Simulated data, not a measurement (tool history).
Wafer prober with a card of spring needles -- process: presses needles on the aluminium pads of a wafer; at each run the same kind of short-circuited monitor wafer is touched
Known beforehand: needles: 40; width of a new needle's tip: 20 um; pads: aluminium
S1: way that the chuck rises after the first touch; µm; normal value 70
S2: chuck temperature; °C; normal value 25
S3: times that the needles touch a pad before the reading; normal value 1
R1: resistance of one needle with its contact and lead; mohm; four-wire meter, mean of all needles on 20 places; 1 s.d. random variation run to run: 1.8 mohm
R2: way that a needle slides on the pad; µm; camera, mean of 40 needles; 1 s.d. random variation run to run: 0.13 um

Run 1, day 0.000: usual settings. Result: R1 190 mohm, R2 10.38 µm.
At day 0.258: tips cleaned on abrasive film.
At day 0.525: tips cleaned on abrasive film.
Run 2, day 0.658: usual settings. Result: R1 228 mohm, R2 10.28 µm.
At day 0.771: tips cleaned on abrasive film.
At day 1.054: tips cleaned on abrasive film.
Run 3, day 1.179: usual settings. Result: R1 223 mohm, R2 10.02 µm.
At day 1.292: tips cleaned on abrasive film.
At day 1.567: tips cleaned on abrasive film.
At day 1.838: tips cleaned on abrasive film.
Run 4, day 2.046: usual settings but S2 96 °C. Result: R1 262 mohm, R2 9.93 µm.
At day 2.104: tips cleaned on abrasive film.
At day 2.350: tips cleaned on abrasive film.
Run 5, day 2.458: usual settings but S2 96 °C. Result: R1 237 mohm, R2 10.00 µm.
At day 2.621: tips cleaned on abrasive film.
At day 2.888: tips cleaned on abrasive film.
At day 3.167: tips cleaned on abrasive film.
Run 6, day 3.254: usual settings but S2 96 °C. Result: R1 226 mohm, R2 10.08 µm.
At day 3.412: tips cleaned on abrasive film.
At day 3.667: tips cleaned on abrasive film.
At day 3.892: tips cleaned on abrasive film.
Run 7, day 3.983: usual settings but S2 70 °C. Result: R1 226 mohm, R2 9.88 µm.
At day 4.133: tips cleaned on abrasive film.
At day 4.396: tips cleaned on abrasive film.
At day 4.679: tips cleaned on abrasive film.
Run 8, day 4.704: usual settings but S2 70 °C. Result: R1 210 mohm, R2 9.92 µm.
At day 4.929: tips cleaned on abrasive film.
At day 5.183: tips cleaned on abrasive film.
At day 5.433: tips cleaned on abrasive film.
Run 9, day 5.629: usual settings. Result: R1 254 mohm, R2 10.00 µm.
At day 5.688: tips cleaned on abrasive film.
At day 5.958: tips cleaned on abrasive film.
Run 10, day 6.162: usual settings. Result: R1 250 mohm, R2 9.84 µm.
At day 6.221: tips cleaned on abrasive film.
At day 6.483: tips cleaned on abrasive film.
At day 6.746: tips cleaned on abrasive film.
At day 7.004: tips cleaned on abrasive film.
Run 11, day 7.004: usual settings but S1 88 µm. Result: R1 185 mohm, R2 12.65 µm.
At day 7.288: tips cleaned on abrasive film.
At day 7.558: tips cleaned on abrasive film.
Run 12, day 7.650: usual settings. Result: R1 220 mohm, R2 9.98 µm.
At day 7.817: tips cleaned on abrasive film.
At day 8.075: tips cleaned on abrasive film.
Run 13, day 8.167: usual settings. Result: R1 229 mohm, R2 9.76 µm.
At day 8.338: tips cleaned on abrasive film.
At day 8.617: tips cleaned on abrasive film.
At day 8.850: tips cleaned on abrasive film.
Run 14, day 8.850: usual settings. Result: R1 191 mohm, R2 9.81 µm.
At day 9.125: tips cleaned on abrasive film.
At day 9.388: tips cleaned on abrasive film.
At day 9.654: tips cleaned on abrasive film.
Run 15, day 9.712: usual settings but S2 38 °C, S3 2. Result: R1 210 mohm, R2 9.60 µm.
At day 9.904: tips cleaned on abrasive film.
At day 10.167: tips cleaned on abrasive film.
Run 16, day 10.212: usual settings but S1 89 µm, S2 59 °C. Result: R1 202 mohm, R2 12.82 µm.
At day 10.421: tips cleaned on abrasive film.
At day 10.671: tips cleaned on abrasive film.
At day 10.925: tips cleaned on abrasive film.
Run 17, day 11.129: usual settings but S1 89 µm, S2 59 °C. Result: R1 237 mohm, R2 12.34 µm.
At day 11.188: tips cleaned on abrasive film.
At day 11.462: tips cleaned on abrasive film.
At day 11.746: tips cleaned on abrasive film.
Run 18, day 11.788: usual settings but S3 2. Result: R1 200 mohm, R2 9.51 µm.
At day 11.846: height of the first contact set anew.
At day 12.017: tips cleaned on abrasive film.
At day 12.242: tips cleaned on abrasive film.
At day 12.488: tips cleaned on abrasive film.
Run 19, day 12.488: usual settings but S3 2. Result: R1 190 mohm, R2 9.23 µm.
At day 12.733: tips cleaned on abrasive film.
At day 13.004: tips cleaned on abrasive film.
Run 20, day 13.150: usual settings but S1 82 µm, S2 66 °C. Result: R1 235 mohm, R2 10.75 µm.
At day 13.242: tips cleaned on abrasive film.
At day 13.479: tips cleaned on abrasive film.
At day 13.704: tips cleaned on abrasive film.
Run 21, day 13.871: usual settings but S1 53 µm, S2 28 °C, S3 2. Result: R1 269 mohm, R2 6.51 µm.
At day 13.967: tips cleaned on abrasive film.
At day 14.246: tips cleaned on abrasive film.
At day 14.471: height of the first contact set anew, once more.
Run 22, day 14.471: usual settings but S1 53 µm, S2 28 °C, S3 2. Result: R1 255 mohm, R2 7.99 µm.
At day 14.529: tips cleaned on abrasive film.
At day 14.808: tips cleaned on abrasive film.
Run 23, day 14.967: usual settings but S2 30 °C. Result: R1 243 mohm, R2 10.58 µm.
At day 15.067: tips cleaned on abrasive film.
At day 15.325: tips cleaned on abrasive film.
At day 15.596: tips cleaned on abrasive film.
Run 24, day 15.708: usual settings but S1 52 µm, S2 29 °C. Result: R1 267 mohm, R2 7.76 µm.
At day 15.825: tips cleaned on abrasive film.
At day 16.088: tips cleaned on abrasive film.
Run 25, day 16.183: usual settings but S1 52 µm, S2 29 °C. Result: R1 253 mohm, R2 7.91 µm.
At day 16.350: tips cleaned on abrasive film.
At day 16.633: tips cleaned on abrasive film.
At day 16.858: tips cleaned on abrasive film.
Run 26, day 16.896: usual settings but S1 52 µm, S2 29 °C. Result: R1 221 mohm, R2 7.80 µm.
At day 17.096: tips cleaned on abrasive film.
At day 17.379: tips cleaned on abrasive film.
At day 17.658: tips cleaned on abrasive film.
Run 27, day 17.688: usual settings but S2 56 °C. Result: R1 209 mohm, R2 10.42 µm.
At day 17.908: tips cleaned on abrasive film.
At day 18.154: tips cleaned on abrasive film.
Run 28, day 18.292: usual settings but S1 72 µm, S2 45 °C. Result: R1 239 mohm, R2 10.59 µm.

For some of the steps in R1 from one run to the next: how much would appear even if the tool had no hidden state, given the settings, what came in and random variation, and how much remains for the hidden state plus any gauge scatter that the measured result and the result without hidden state don't share?
What the log doesn't record here: debris on the tips, nm; way that the needles fall short of the set height, um; tips' diameter, um; drift of the gauge itself on contact_mohm, %; drift of the gauge itself on scrub_um, %.
Run 8 -> 9: S2 70 -> 25, tips cleaned on abrasive film, tips cleaned on abrasive film, tips cleaned on abrasive film. R1 +44 mohm: hidden state +50, all else -6.
Run 10 -> 11: S1 70 -> 88, tips cleaned on abrasive film, tips cleaned on abrasive film, tips cleaned on abrasive film, tips cleaned on abrasive film. R1 -65 mohm: hidden state -62, all else -3.
Run 19 -> 20: S1 70 -> 82, S2 25 -> 66, S3 2 -> 1, tips cleaned on abrasive film, tips cleaned on abrasive film. R1 +45 mohm: hidden state +42, all else +3.

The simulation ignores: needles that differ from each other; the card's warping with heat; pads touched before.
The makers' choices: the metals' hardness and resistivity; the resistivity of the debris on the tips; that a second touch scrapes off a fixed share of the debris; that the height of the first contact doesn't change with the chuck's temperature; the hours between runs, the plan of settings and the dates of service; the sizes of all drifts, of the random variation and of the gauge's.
